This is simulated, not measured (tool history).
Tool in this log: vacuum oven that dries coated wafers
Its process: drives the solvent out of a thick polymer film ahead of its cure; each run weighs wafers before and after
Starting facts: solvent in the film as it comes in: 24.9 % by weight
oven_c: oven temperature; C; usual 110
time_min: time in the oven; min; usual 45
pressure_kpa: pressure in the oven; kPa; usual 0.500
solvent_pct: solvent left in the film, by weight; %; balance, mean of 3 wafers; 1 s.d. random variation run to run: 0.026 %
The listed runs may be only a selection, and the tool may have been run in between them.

run   hour  oven_c  time_min  pressure_kpa  solvent_pct
  1    0.0     110        45         0.500         0.85
  2   15.6     110        23         0.500         3.71
  3   23.3     110        32         0.500         1.95
  4   35.1     110        55         0.500         0.54
  5   44.3     110        55         0.500         0.54
  6   54.8     110        40         0.500         1.22
  7   63.6     110        45         0.500         0.89
  8   80.7     110        45         0.500         0.90
  9   88.7     110        45         1.036         1.08
 10  106.1     110        45         1.036         1.11
 11  122.4     110        45         1.036         1.08
 12  133.0     110        75         1.036         0.56
 13  141.5     110        75         1.036         0.59
 14  152.6     110        75         1.036         0.60
 15  162.0     110        75         1.036         0.56
 16  177.7     116        75         1.036         0.43
 17  186.0     116        75         1.036         0.41
 18  195.8     110        45         0.500         0.91
 19  203.9     110        45         0.500         0.88
 20  216.3     110        32         0.500         1.98
 21  234.9     107        35         1.974         2.82
 22  246.5     118        29         0.512         1.05
 23  263.4     118        29         0.512         1.03
 24  277.5     103        29         0.512         4.22
 25  293.4     104        45         0.500         1.70
 26  309.5     104        45         0.500         1.74
     312.6  -- vacuum gauge cleaned of residue and calibrated
 27  326.9     104        45         0.500         1.82
 28  337.0     109        76         0.500         0.40
     350.7  -- vacuum gauge cleaned of residue and calibrated, once more
 29  357.4     117        28         0.304         1.07
 30  368.5     117        28         0.304         1.07
 31  377.5     117        28         0.304         1.10
 32  391.1     110        30         0.663         2.11
 33  409.0     110        30         0.663         2.16
 34  416.6     103        46         0.327         1.63
 35  428.4     103        46         0.327         1.63
 36  436.2     103        46         0.327         1.63
 37  446.4     103        46         0.327         1.63
 38  463.4     125        45         0.500         0.16
 39  477.1     125        45         0.500         0.11

Each row is a separate what-if for the run after 39, all from the same tool condition, not one after another. Results?
  A  487.8     109        58         1.630            ?
  B  487.8     115        32         0.570            ?
  C  487.8     110        45         0.947            ?
  D  487.8     125        43         0.262            ?

run  solvent_pct
  A         0.95
  B         1.02
  C         0.95
  D         0.08
Stripped of hidden state, with their random variation kept, the same runs would have yielded:
run  solvent_pct
  A         1.03
  B         1.18
  C         1.07
  D         0.08
